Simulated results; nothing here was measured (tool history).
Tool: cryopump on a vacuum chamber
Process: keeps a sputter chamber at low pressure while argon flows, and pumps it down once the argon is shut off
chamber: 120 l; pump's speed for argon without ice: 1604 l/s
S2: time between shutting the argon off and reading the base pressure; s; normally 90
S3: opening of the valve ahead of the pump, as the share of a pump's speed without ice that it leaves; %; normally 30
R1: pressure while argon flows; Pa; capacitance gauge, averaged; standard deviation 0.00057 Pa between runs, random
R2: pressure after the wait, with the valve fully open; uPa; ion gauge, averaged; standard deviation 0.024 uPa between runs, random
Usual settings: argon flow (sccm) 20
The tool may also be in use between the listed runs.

Run 1, hour 0: usual settings. Result: R1 0.0706 Pa, R2 0.91 uPa.
Run 2, hour 43.4: usual settings but S3 25 %. Result: R1 0.0849 Pa, R2 0.93 uPa.
Run 3, hour 132.7: usual settings but S3 25 %. Result: R1 0.0859 Pa, R2 0.95 uPa.
Run 4, hour 181: usual settings but S3 25 %. Result: R1 0.0857 Pa, R2 0.95 uPa.
Run 5, hour 270.1: usual settings but S3 25 %. Result: R1 0.0864 Pa, R2 0.98 uPa.
Run 6, hour 326.8: usual settings but S2 33 s. Result: R1 0.0726 Pa, R2 2.15 uPa.
Run 7, hour 410.4: usual settings but S2 33 s. Result: R1 0.0723 Pa, R2 2.21 uPa.
Run 8, hour 484.9: usual settings but argon flow (sccm) 28, S2 33 s. Result: R1 0.1035 Pa, R2 2.2 uPa.
Run 9, hour 537.7: usual settings but argon flow (sccm) 28, S2 33 s, S3 26 %. Result: R1 0.1164 Pa, R2 2.18 uPa.
Run 10, hour 596.1: usual settings but argon flow (sccm) 28, S2 33 s, S3 26 %. Result: R1 0.1193 Pa, R2 2.18 uPa.
Run 11, hour 670: usual settings. Result: R1 0.0742 Pa, R2 1.04 uPa.
Run 12, hour 740.1: usual settings. Result: R1 0.0733 Pa, R2 1.04 uPa.
Run 13, hour 779: usual settings. Result: R1 0.075 Pa, R2 1.07 uPa.
Run 14, hour 850.1: usual settings. Result: R1 0.076 Pa, R2 1.09 uPa.
Run 15, hour 939.4: usual settings. Result: R1 0.075 Pa, R2 1.09 uPa.
Run 16, hour 981.5: usual settings. Result: R1 0.0761 Pa, R2 1.12 uPa.
Run 17, hour 1024.6: usual settings but argon flow (sccm) 31. Result: R1 0.118 Pa, R2 1.08 uPa.
Run 18, hour 1093.3: usual settings but argon flow (sccm) 27, S2 102 s. Result: R1 0.1034 Pa, R2 1.08 uPa.
Run 19, hour 1151.1: usual settings but argon flow (sccm) 26, S3 27 %. Result: R1 0.1106 Pa, R2 1.11 uPa.
Run 20, hour 1235.1: usual settings but S2 34 s. Result: R1 0.0783 Pa, R2 2.21 uPa.

What does the tool deliver on the next run?
Run 21, hour 1309.2: usual settings but argon flow (sccm) 37. Result: R1 ?, R2 ?.

Run 21 measured R1 0.1453 Pa, R2 1.17 uPa.
Take away the tool's hidden state, keep the run-to-run variation as it was, and the same run would have given R1 0.1301 Pa, R2 0.87 uPa.
